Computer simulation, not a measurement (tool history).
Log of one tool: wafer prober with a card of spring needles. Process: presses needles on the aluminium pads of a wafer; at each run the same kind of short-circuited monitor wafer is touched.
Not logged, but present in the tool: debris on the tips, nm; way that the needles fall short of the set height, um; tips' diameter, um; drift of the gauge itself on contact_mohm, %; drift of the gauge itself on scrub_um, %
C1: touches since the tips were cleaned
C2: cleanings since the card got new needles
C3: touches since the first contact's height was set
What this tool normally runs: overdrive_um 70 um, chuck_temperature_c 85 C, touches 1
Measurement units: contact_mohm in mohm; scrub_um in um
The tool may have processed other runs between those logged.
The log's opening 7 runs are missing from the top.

At day 5.142: tips cleaned on abrasive film.
Run 8, day 5.546: usual settings but touches 2; C1 4763; C2 53; C3 15338. Result: contact_mohm 243 mohm, scrub_um 19.05 um.
At day 5.775: tips cleaned on abrasive film.
Run 9, day 6.175: usual settings but overdrive_um 57 um, touches 2; C1 4695; C2 54; C3 22700. Result: contact_mohm 251 mohm, scrub_um 15.53 um.
At day 6.35: tips cleaned on abrasive film.
At day 6.983: tips cleaned on abrasive film.
Run 10, day 7.212: usual settings but chuck_temperature_c 68 C; C1 2728; C2 56; C3 34828. Result: contact_mohm 246 mohm, scrub_um 19.13 um.
At day 7.562: tips cleaned on abrasive film.
Run 11, day 8.046: usual settings but chuck_temperature_c 68 C; C1 5688; C2 57; C3 44579. Result: contact_mohm 243 mohm, scrub_um 19.11 um.
At day 8.15: tips cleaned on abrasive film.
At day 8.704: tips cleaned on abrasive film.
Run 12, day 9.096: usual settings but touches 2; C1 4589; C2 59; C3 56824. Result: contact_mohm 244 mohm, scrub_um 19.11 um.
At day 9.267: tips cleaned on abrasive film.
At day 9.862: tips cleaned on abrasive film.
Run 13, day 9.862: usual settings but touches 2; C1 0; C2 61; C3 65775. Result: contact_mohm 245 mohm, scrub_um 19.16 um.
At day 10.458: tips cleaned on abrasive film.
Run 14, day 10.604: usual settings but overdrive_um 86 um; C1 1742; C2 62; C3 74460. Result: contact_mohm 244 mohm, scrub_um 23.56 um.
At day 11.012: tips cleaned on abrasive film.
Run 15, day 11.496: usual settings but overdrive_um 86 um; C1 5699; C2 63; C3 84901. Result: contact_mohm 243 mohm, scrub_um 23.63 um.
At day 11.592: tips cleaned on abrasive film.
Run 16, day 12.075: usual settings but overdrive_um 86 um; C1 5680; C2 64; C3 91669. Result: contact_mohm 246 mohm, scrub_um 23.63 um.
At day 12.162: tips cleaned on abrasive film.
At day 12.758: tips cleaned on abrasive film.
Run 17, day 12.767: usual settings but overdrive_um 86 um; C1 104; C2 66; C3 99690. Result: contact_mohm 242 mohm, scrub_um 23.6 um.
At day 13.342: tips cleaned on abrasive film.
Run 18, day 13.775: usual settings but overdrive_um 86 um, chuck_temperature_c 25 C, touches 2; C1 5142; C2 67; C3 111536. Result: contact_mohm 226 mohm, scrub_um 23.68 um.
At day 13.938: tips cleaned on abrasive film.
At day 14.492: tips cleaned on abrasive film.
Run 19, day 14.621: usual settings but chuck_temperature_c 91 C; C1 1517; C2 69; C3 121388. Result: contact_mohm 250 mohm, scrub_um 19.3 um.
At day 15.088: tips cleaned on abrasive film.
Run 20, day 15.175: usual settings but chuck_temperature_c 91 C; C1 1024; C2 70; C3 127822. Result: contact_mohm 248 mohm, scrub_um 19.34 um.
At day 15.283: height of the first contact set anew.
At day 15.721: tips cleaned on abrasive film.
Run 21, day 16.133: usual settings but chuck_temperature_c 91 C; C1 4870; C2 71; C3 9983. Result: contact_mohm 253 mohm, scrub_um 19.32 um.
At day 16.288: tips cleaned on abrasive film.
At day 16.858: tips cleaned on abrasive film.
Run 22, day 16.9: usual settings but chuck_temperature_c 91 C; C1 470; C2 73; C3 18881. Result: contact_mohm 246 mohm, scrub_um 19.32 um.
At day 17.412: tips cleaned on abrasive film.
Run 23, day 17.412: usual settings but overdrive_um 56 um, chuck_temperature_c 27 C, touches 3; C1 0; C2 74; C3 24865. Result: contact_mohm 238 mohm, scrub_um 15.5 um.
At day 18.025: tips cleaned on abrasive film.
Run 24, day 18.1: usual settings but overdrive_um 56 um, chuck_temperature_c 27 C, touches 3; C1 883; C2 75; C3 32891. Result: contact_mohm 236 mohm, scrub_um 15.51 um.
At day 18.596: tips cleaned on abrasive film.
Run 25, day 18.621: usual settings but chuck_temperature_c 30 C; C1 299; C2 76; C3 38989. Result: contact_mohm 232 mohm, scrub_um 19.38 um.
At day 19.158: tips cleaned on abrasive film.
Run 26, day 19.392: usual settings but overdrive_um 68 um, chuck_temperature_c 30 C, touches 2; C1 2765; C2 77; C3 48013. Result: contact_mohm 227 mohm, scrub_um 18.88 um.
At day 19.717: tips cleaned on abrasive film.
Run 27, day 19.992: usual settings but overdrive_um 71 um, chuck_temperature_c 26 C; C1 3227; C2 78; C3 55039. Result: contact_mohm 233 mohm, scrub_um 19.7 um.
At day 20.312: tips cleaned on abrasive film.
Run 28, day 20.608: usual settings but overdrive_um 71 um, chuck_temperature_c 37 C, touches 3; C1 3510; C2 79; C3 62249. Result: contact_mohm 233 mohm, scrub_um 19.75 um.
At day 20.892: tips cleaned on abrasive film.
Run 29, day 21.254: usual settings but overdrive_um 71 um, chuck_temperature_c 37 C, touches 3; C1 4273; C2 80; C3 69798. Result: contact_mohm 235 mohm, scrub_um 19.74 um.
At day 21.462: tips cleaned on abrasive film.
At day 22.017: tips cleaned on abrasive film.
Run 30, day 22.083: usual settings but overdrive_um 66 um, chuck_temperature_c 64 C; C1 778; C2 82; C3 79441. Result: contact_mohm 243 mohm, scrub_um 18.34 um.
At day 22.629: tips cleaned on abrasive film.
Run 31, day 23.088: usual settings but overdrive_um 66 um, chuck_temperature_c 64 C; C1 5407; C2 83; C3 91218. Result: contact_mohm 241 mohm, scrub_um 18.35 um.

Each row is a separate what-if for the run after 31, all from the same tool condition, not one after another. Results?
At day 23.242: tips cleaned on abrasive film.
Run A, day 23.638: usual settings but overdrive_um 66 um, chuck_temperature_c 30 C; C1 4674; C2 84; C3 97642. Result: contact_mohm ?, scrub_um ?.
At day 23.242: tips cleaned on abrasive film.
Run B, day 23.638: usual settings but overdrive_um 60 um, chuck_temperature_c 42 C; C1 4674; C2 84; C3 97642. Result: contact_mohm ?, scrub_um ?.
At day 23.242: tips cleaned on abrasive film.
Run C, day 23.638: usual settings but chuck_temperature_c 50 C; C1 4674; C2 84; C3 97642. Result: contact_mohm ?, scrub_um ?.
At day 23.242: tips cleaned on abrasive film.
Run D, day 23.638: usual settings but overdrive_um 78 um, chuck_temperature_c 61 C; C1 4674; C2 84; C3 97642. Result: contact_mohm ?, scrub_um ?.

run  contact_mohm  scrub_um
  A           235     18.44
  B           236     16.67
  C           236     19.52
  D           239      21.7
Without the tool's hidden state the same runs would have given:
run  contact_mohm  scrub_um
  A           235     17.93
  B           235     16.21
  C           235     18.98
  D           239      21.1
